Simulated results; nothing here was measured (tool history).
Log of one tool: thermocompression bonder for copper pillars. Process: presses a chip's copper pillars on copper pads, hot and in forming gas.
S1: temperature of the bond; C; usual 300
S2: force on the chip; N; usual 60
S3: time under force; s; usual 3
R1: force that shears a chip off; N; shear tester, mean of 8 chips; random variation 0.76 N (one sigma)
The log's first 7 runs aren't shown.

Run 8, hour 94.3: usual settings but S1 297 C. Result: R1 54.1 N.
Run 9, hour 112.5: usual settings but S1 297 C. Result: R1 53.3 N.
Run 10, hour 127.0: usual settings. Result: R1 53.8 N.
Run 11, hour 137.2: usual settings. Result: R1 55.0 N.
Run 12, hour 152.5: usual settings. Result: R1 55.4 N.
Run 13, hour 172.4: usual settings. Result: R1 56.0 N.
Run 14, hour 185.7: usual settings. Result: R1 54.0 N.
Run 15, hour 201.7: usual settings but S2 72 N. Result: R1 63.6 N.
Run 16, hour 214.6: usual settings but S2 72 N. Result: R1 63.2 N.
Run 17, hour 232.3: usual settings but S2 72 N. Result: R1 64.7 N.
Run 18, hour 241.2: usual settings but S1 299 C. Result: R1 53.0 N.
Run 19, hour 249.9: usual settings but S1 299 C. Result: R1 54.3 N.
Run 20, hour 260.3: usual settings but S1 299 C. Result: R1 53.8 N.
At hour 270.5: forming gas filter changed.
Run 21, hour 278.4: usual settings but S1 283 C, S2 64 N. Result: R1 49.5 N.
Run 22, hour 297.3: usual settings but S1 277 C, S3 8 s. Result: R1 62.6 N.
Run 23, hour 315.1: usual settings but S1 329 C, S2 75 N, S3 4 s. Result: R1 94.5 N.
Run 24, hour 332.6: usual settings but S1 321 C, S2 75 N, S3 2 s. Result: R1 73.2 N.
Run 25, hour 350.9: usual settings but S1 302 C, S2 48 N. Result: R1 49.0 N.
Run 26, hour 371.7: usual settings but S1 311 C, S2 88 N, S3 2 s. Result: R1 75.3 N.
Run 27, hour 384.4: usual settings but S1 284 C, S2 45 N, S3 2 s. Result: R1 29.2 N.
Run 28, hour 400.2: usual settings but S1 311 C, S2 73 N, S3 7 s. Result: R1 92.6 N.
Run 29, hour 409.5: usual settings but S1 311 C, S2 73 N, S3 7 s. Result: R1 94.1 N.
Run 30, hour 426.4: usual settings but S1 311 C, S2 73 N, S3 7 s. Result: R1 93.1 N.
Run 31, hour 441.4: usual settings but S1 307 C, S2 39 N. Result: R1 42.0 N.
Run 32, hour 450.4: usual settings but S2 69 N. Result: R1 63.1 N.

The next listed run, before its measurement:
Run 33, hour 459.2: usual settings but S1 323 C, S2 71 N. Result: R1 ?.

{"run 33": {"R1": 82.1}}
Without the tool's hidden state the same run would have given R1 83.4 N.
